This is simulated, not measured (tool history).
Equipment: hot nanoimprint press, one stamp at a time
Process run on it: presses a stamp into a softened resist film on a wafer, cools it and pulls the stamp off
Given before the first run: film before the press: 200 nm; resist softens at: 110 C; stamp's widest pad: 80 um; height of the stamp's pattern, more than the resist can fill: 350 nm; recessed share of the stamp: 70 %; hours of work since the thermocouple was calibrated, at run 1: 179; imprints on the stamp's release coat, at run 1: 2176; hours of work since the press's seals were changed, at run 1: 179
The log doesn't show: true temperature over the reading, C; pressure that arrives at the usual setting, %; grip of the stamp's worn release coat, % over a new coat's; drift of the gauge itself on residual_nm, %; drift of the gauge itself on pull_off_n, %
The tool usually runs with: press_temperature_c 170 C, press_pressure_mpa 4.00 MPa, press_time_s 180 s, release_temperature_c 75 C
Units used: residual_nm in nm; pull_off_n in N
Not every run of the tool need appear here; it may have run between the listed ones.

| run | hour | press_temperature_c | press_pressure_mpa | press_time_s | release_temperature_c | hours of work since the thermocouple was calibrated | imprints on the stamp's release coat | hours of work since the press's seals were changed | residual_nm | pull_off_n |
|---|---|---|---|---|---|---|---|---|---|---|
| 1 | 0.0 | 170 | 4.00 | 180 | 75 | 179 | 2176 | 179 | 81.1 | 143 |
| 2 | 46.9 | 170 | 4.00 | 180 | 75 | 214 | 2358 | 214 | 79.2 | 142 |
|  | 81.4 | stamp cleaned and given a new release coat |
| 3 | 107.6 | 170 | 4.00 | 180 | 75 | 256 | 102 | 256 | 79.1 | 104 |
| 4 | 158.0 | 170 | 4.00 | 180 | 75 | 295 | 298 | 295 | 78.5 | 104 |
| 5 | 193.5 | 170 | 4.00 | 180 | 76 | 322 | 436 | 322 | 77.9 | 110 |
| 6 | 256.9 | 170 | 4.00 | 180 | 75 | 371 | 682 | 371 | 76.7 | 118 |
| 7 | 314.6 | 170 | 4.00 | 180 | 75 | 415 | 907 | 415 | 77.3 | 123 |
| 8 | 382.5 | 170 | 4.00 | 180 | 75 | 467 | 1170 | 467 | 76.3 | 127 |
|  | 392.5 | plate thermocouple calibrated |
| 9 | 449.8 | 170 | 4.00 | 180 | 75 | 44 | 1420 | 516 | 72.3 | 125 |
|  | 496.6 | press's hydraulic seals changed and the load cell set to zero |
| 10 | 518.5 | 170 | 4.00 | 180 | 75 | 90 | 1656 | 17 | 71.4 | 128 |
| 11 | 572.1 | 170 | 4.00 | 180 | 64 | 131 | 1865 | 58 | 71.2 | 152 |
|  | 583.3 | plate thermocouple calibrated, once more |
| 12 | 658.2 | 170 | 4.00 | 180 | 64 | 57 | 2188 | 121 | 84.2 | 169 |
| 13 | 708.5 | 170 | 4.00 | 180 | 75 | 96 | 2383 | 160 | 83.1 | 145 |
|  | 738.4 | stamp cleaned and given a new release coat |
| 14 | 774.7 | 170 | 4.00 | 180 | 75 | 142 | 142 | 206 | 82.2 | 114 |
| 15 | 817.8 | 170 | 4.00 | 180 | 75 | 175 | 309 | 239 | 82.2 | 111 |
| 16 | 856.7 | 170 | 4.00 | 180 | 75 | 205 | 460 | 269 | 81.9 | 113 |
| 17 | 919.4 | 179 | 4.00 | 282 | 75 | 253 | 704 | 317 | 42.7 | 116 |
| 18 | 1002.4 | 170 | 3.33 | 180 | 61 | 316 | 1026 | 380 | 88.3 | 153 |
| 19 | 1038.6 | 179 | 6.33 | 180 | 76 | 344 | 1167 | 408 | 38.9 | 122 |
| 20 | 1075.5 | 179 | 3.73 | 180 | 80 | 372 | 1311 | 436 | 51.4 | 114 |
| 21 | 1148.4 | 165 | 3.73 | 307 | 80 | 428 | 1594 | 492 | 86.5 | 120 |
| 22 | 1204.7 | 165 | 3.73 | 307 | 80 | 471 | 1813 | 535 | 85.9 | 129 |
|  | 1226.8 | press's hydraulic seals changed and the load cell set to zero |
|  | 1268.8 | plate thermocouple calibrated |
| 23 | 1268.8 | 165 | 3.73 | 307 | 80 | 0 | 2019 | 30 | 93.2 | 133 |
| 24 | 1305.8 | 165 | 3.73 | 307 | 80 | 28 | 2163 | 58 | 92.4 | 129 |
| 25 | 1345.0 | 165 | 3.73 | 307 | 80 | 58 | 2316 | 88 | 91.9 | 136 |
|  | 1391.1 | stamp cleaned and given a new release coat |
| 26 | 1401.2 | 165 | 3.73 | 307 | 80 | 97 | 39 | 127 | 90.5 | 100 |
| 27 | 1484.4 | 165 | 2.84 | 307 | 80 | 160 | 362 | 190 | 102.9 | 102 |
| 28 | 1518.7 | 167 | 4.22 | 180 | 75 | 187 | 496 | 216 | 91.5 | 115 |
| 29 | 1560.3 | 170 | 4.00 | 104 | 75 | 218 | 657 | 248 | 97.5 | 117 |

Each run again, without the hidden state but with its own random variation kept:
| run | residual_nm | pull_off_n |
|---|---|---|
| 1 | 84.1 | 107 |
| 2 | 82.7 | 104 |
| 3 | 83.2 | 103 |
| 4 | 83.2 | 101 |
| 5 | 83.0 | 105 |
| 6 | 82.5 | 109 |
| 7 | 83.7 | 111 |
| 8 | 83.5 | 110 |
| 9 | 82.9 | 107 |
| 10 | 83.3 | 106 |
| 11 | 83.7 | 122 |
| 12 | 83.4 | 126 |
| 13 | 82.9 | 105 |
| 14 | 82.7 | 112 |
| 15 | 83.2 | 107 |
| 16 | 83.4 | 106 |
| 17 | 43.8 | 106 |
| 18 | 91.7 | 134 |
| 19 | 40.4 | 105 |
| 20 | 53.8 | 96 |
| 21 | 92.2 | 98 |
| 22 | 92.2 | 102 |
| 23 | 92.9 | 100 |
| 24 | 92.7 | 96 |
| 25 | 92.7 | 101 |
| 26 | 92.0 | 100 |
| 27 | 105.8 | 98 |
| 28 | 94.5 | 107 |
| 29 | 101.0 | 107 |
